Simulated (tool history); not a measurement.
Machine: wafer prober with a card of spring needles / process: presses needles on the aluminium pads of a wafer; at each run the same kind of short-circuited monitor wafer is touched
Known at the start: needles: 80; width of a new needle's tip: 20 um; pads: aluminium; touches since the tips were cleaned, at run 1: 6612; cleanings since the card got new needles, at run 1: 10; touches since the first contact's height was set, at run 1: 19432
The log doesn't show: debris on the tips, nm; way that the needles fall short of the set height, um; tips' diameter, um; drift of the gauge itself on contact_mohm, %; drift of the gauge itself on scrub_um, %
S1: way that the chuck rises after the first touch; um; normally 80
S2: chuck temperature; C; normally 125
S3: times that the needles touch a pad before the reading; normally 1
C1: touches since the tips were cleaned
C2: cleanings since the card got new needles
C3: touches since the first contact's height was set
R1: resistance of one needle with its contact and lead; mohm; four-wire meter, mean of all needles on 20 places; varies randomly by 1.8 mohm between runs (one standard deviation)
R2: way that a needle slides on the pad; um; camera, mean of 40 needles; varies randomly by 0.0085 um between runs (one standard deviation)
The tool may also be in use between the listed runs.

Run 1, hour 0: usual settings; C1 6612; C2 10; C3 19432. Result: R1 185 mohm, R2 16.474 um.
At hour 1.8: tips cleaned on abrasive film.
Run 2, hour 7: usual settings; C1 2789; C2 11; C3 23164. Result: R1 185 mohm, R2 16.47 um.
Run 3, hour 12.2: usual settings; C1 5591; C2 11; C3 25966. Result: R1 184 mohm, R2 16.474 um.
At hour 15.8: tips cleaned on abrasive film.
Run 4, hour 17.9: usual settings; C1 1156; C2 12; C3 29043. Result: R1 186 mohm, R2 16.48 um.
Run 5, hour 22.8: usual settings but S2 63 C; C1 3769; C2 12; C3 31656. Result: R1 171 mohm, R2 16.475 um.
Run 6, hour 28.2: usual settings but S3 2; C1 6733; C2 12; C3 34620. Result: R1 181 mohm, R2 16.468 um.
At hour 29.6: tips cleaned on abrasive film.
Run 7, hour 35.1: usual settings; C1 2972; C2 13; C3 38263. Result: R1 185 mohm, R2 16.484 um.
Run 8, hour 41.5: usual settings but S1 79 um, S2 47 C; C1 6448; C2 13; C3 41739. Result: R1 170 mohm, R2 16.266 um.
At hour 43.3: tips cleaned on abrasive film.
Run 9, hour 46.4: usual settings but S1 79 um, S2 47 C; C1 1725; C2 14; C3 44364. Result: R1 169 mohm, R2 16.262 um.
Run 10, hour 54.2: usual settings but S1 66 um, S2 39 C; C1 5929; C2 14; C3 48568. Result: R1 168 mohm, R2 13.597 um.
At hour 57.4: tips cleaned on abrasive film.
Run 11, hour 59.5: usual settings but S1 97 um, S2 63 C; C1 1176; C2 15; C3 51400. Result: R1 166 mohm, R2 19.981 um.

For run 12, what comes out?
Run 12, hour 63.2: usual settings but S1 75 um, S2 26 C; C1 3165; C2 15; C3 53389. Result: R1 ?, R2 ?.

{"run 12": {"R1": 164, "R2": 15.45}}
The same run, on a tool lacking any hidden state, would have yielded R1 163 mohm, R2 15.45 um.

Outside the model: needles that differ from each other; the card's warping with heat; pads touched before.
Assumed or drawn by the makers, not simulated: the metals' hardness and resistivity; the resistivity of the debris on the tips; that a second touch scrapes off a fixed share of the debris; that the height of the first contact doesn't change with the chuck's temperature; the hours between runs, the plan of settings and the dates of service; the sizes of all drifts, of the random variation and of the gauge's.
